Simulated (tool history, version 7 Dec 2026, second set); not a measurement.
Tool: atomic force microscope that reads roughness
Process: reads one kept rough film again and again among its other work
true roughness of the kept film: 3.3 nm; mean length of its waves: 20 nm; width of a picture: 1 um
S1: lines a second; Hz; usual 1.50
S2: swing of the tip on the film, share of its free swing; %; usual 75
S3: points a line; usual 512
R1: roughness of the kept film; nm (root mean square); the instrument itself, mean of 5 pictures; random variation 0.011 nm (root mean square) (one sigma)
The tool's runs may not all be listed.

{"run": 1, "hour": 0.0, "S1": 1.5, "S2": 75, "S3": 512, "R1": 2.582}
{"run": 2, "hour": 8.9, "S1": 0.61, "S2": 75, "S3": 512, "R1": 2.583}
{"run": 3, "hour": 14.5, "S1": 1.5, "S2": 75, "S3": 512, "R1": 2.448}
{"run": 4, "hour": 19.3, "S1": 1.5, "S2": 75, "S3": 512, "R1": 2.43}
{"run": 5, "hour": 28.0, "S1": 0.79, "S2": 75, "S3": 512, "R1": 2.406}
{"run": 6, "hour": 35.2, "S1": 1.5, "S2": 75, "S3": 512, "R1": 2.294}
{"run": 7, "hour": 40.6, "S1": 1.5, "S2": 58, "S3": 512, "R1": 2.366}
{"run": 8, "hour": 45.9, "S1": 1.5, "S2": 82, "S3": 512, "R1": 2.171}
{"run": 9, "hour": 55.4, "S1": 1.5, "S2": 82, "S3": 512, "R1": 2.123}
{"hour": 57.3, "done": "height scale calibrated on a step standard"}
{"run": 10, "hour": 67.5, "S1": 1.5, "S2": 82, "S3": 512, "R1": 2.023}
{"run": 11, "hour": 73.2, "S1": 1.5, "S2": 75, "S3": 635, "R1": 2.057}
{"run": 12, "hour": 77.9, "S1": 1.5, "S2": 75, "S3": 635, "R1": 2.001}
{"run": 13, "hour": 86.7, "S1": 1.5, "S2": 75, "S3": 635, "R1": 1.984}
{"hour": 89.7, "done": "new tip fitted"}
{"run": 14, "hour": 96.9, "S1": 1.43, "S2": 75, "S3": 512, "R1": 2.592}
{"run": 15, "hour": 104.7, "S1": 0.92, "S2": 75, "S3": 331, "R1": 2.539}
{"run": 16, "hour": 113.0, "S1": 0.92, "S2": 75, "S3": 331, "R1": 2.444}
{"hour": 115.9, "done": "height scale calibrated on a step standard, once more"}
{"run": 17, "hour": 122.3, "S1": 0.92, "S2": 75, "S3": 331, "R1": 2.384}
{"run": 18, "hour": 128.5, "S1": 0.92, "S2": 75, "S3": 331, "R1": 2.339}
{"run": 19, "hour": 135.6, "S1": 1.08, "S2": 75, "S3": 815, "R1": 2.309}
{"run": 20, "hour": 140.4, "S1": 1.5, "S2": 64, "S3": 706, "R1": 2.296}
{"run": 21, "hour": 146.5, "S1": 1.5, "S2": 70, "S3": 770, "R1": 2.201}
{"run": 22, "hour": 151.2, "S1": 1.5, "S2": 83, "S3": 679, "R1": 2.1}
{"run": 23, "hour": 161.7, "S1": 1.5, "S2": 75, "S3": 512, "R1": 2.107}
{"run": 24, "hour": 166.5, "S1": 1.5, "S2": 61, "S3": 443, "R1": 2.113}

Forecast run 25:
{"run": 25, "hour": 174.8, "S1": 1.5, "S2": 67, "S3": 518, "R1": "?"}

R1: 2.050 nm (root mean square)
Without the tool's hidden state the same run would have given R1 2.713 nm (root mean square).

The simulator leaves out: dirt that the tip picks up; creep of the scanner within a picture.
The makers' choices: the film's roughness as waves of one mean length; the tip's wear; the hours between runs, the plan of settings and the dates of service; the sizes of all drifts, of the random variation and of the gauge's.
